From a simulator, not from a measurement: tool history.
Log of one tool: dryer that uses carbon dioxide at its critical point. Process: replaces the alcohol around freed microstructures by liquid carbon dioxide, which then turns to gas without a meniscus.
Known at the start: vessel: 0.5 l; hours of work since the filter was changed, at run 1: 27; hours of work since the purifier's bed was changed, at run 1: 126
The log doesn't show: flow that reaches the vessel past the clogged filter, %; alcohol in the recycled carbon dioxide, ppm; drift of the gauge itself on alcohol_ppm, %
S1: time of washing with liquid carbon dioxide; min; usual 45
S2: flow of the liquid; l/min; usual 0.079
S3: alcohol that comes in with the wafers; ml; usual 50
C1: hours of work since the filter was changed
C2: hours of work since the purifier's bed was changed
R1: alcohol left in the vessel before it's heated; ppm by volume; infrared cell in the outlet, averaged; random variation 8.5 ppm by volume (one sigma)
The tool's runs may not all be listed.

run 1 day=0 | S1=45 S2=0.079 S3=50 | C1=27 C2=126 | R1=520
run 2 day=0.542 | S1=28 S2=0.079 S3=50 | C1=34 C2=133 | R1=3840
run 3 day=0.967 | S1=28 S2=0.079 S3=50 | C1=39 C2=138 | R1=3920
run 4 day=1.45 | S1=28 S2=0.079 S3=50 | C1=45 C2=144 | R1=3844
run 5 day=1.788 | S1=45 S2=0.079 S3=50 | C1=50 C2=149 | R1=575
run 6 day=2.075 | S1=45 S2=0.079 S3=50 | C1=53 C2=152 | R1=582
run 7 day=2.362 | S1=68 S2=0.0794 S3=52 | C1=57 C2=156 | R1=55
run 8 day=2.771 | S1=33 S2=0.1125 S3=52 | C1=62 C2=161 | R1=440
run 9 day=3.046 | S1=33 S2=0.0641 S3=32 | C1=66 C2=165 | R1=2997
run 10 day=3.392 | S1=46 S2=0.079 S3=50 | C1=70 C2=169 | R1=541
run 11 day=3.692 | S1=28 S2=0.0918 S3=56 | C1=74 C2=173 | R1=2614

3 ways to go on from here, each from the tool as it stands after run 11. What would each give?
run A day=3.938 | S1=45 S2=0.0841 S3=48 | C1=77 C2=176 | R1=?
run B day=3.938 | S1=45 S2=0.0687 S3=50 | C1=77 C2=176 | R1=?
run C day=3.938 | S1=51 S2=0.1024 S3=46 | C1=77 C2=176 | R1=?

run=A R1=408
run=B R1=1219
run=C R1=73
Without the tool's hidden state the same runs would have given:
run=A R1=294
run=B R1=959
run=C R1=39

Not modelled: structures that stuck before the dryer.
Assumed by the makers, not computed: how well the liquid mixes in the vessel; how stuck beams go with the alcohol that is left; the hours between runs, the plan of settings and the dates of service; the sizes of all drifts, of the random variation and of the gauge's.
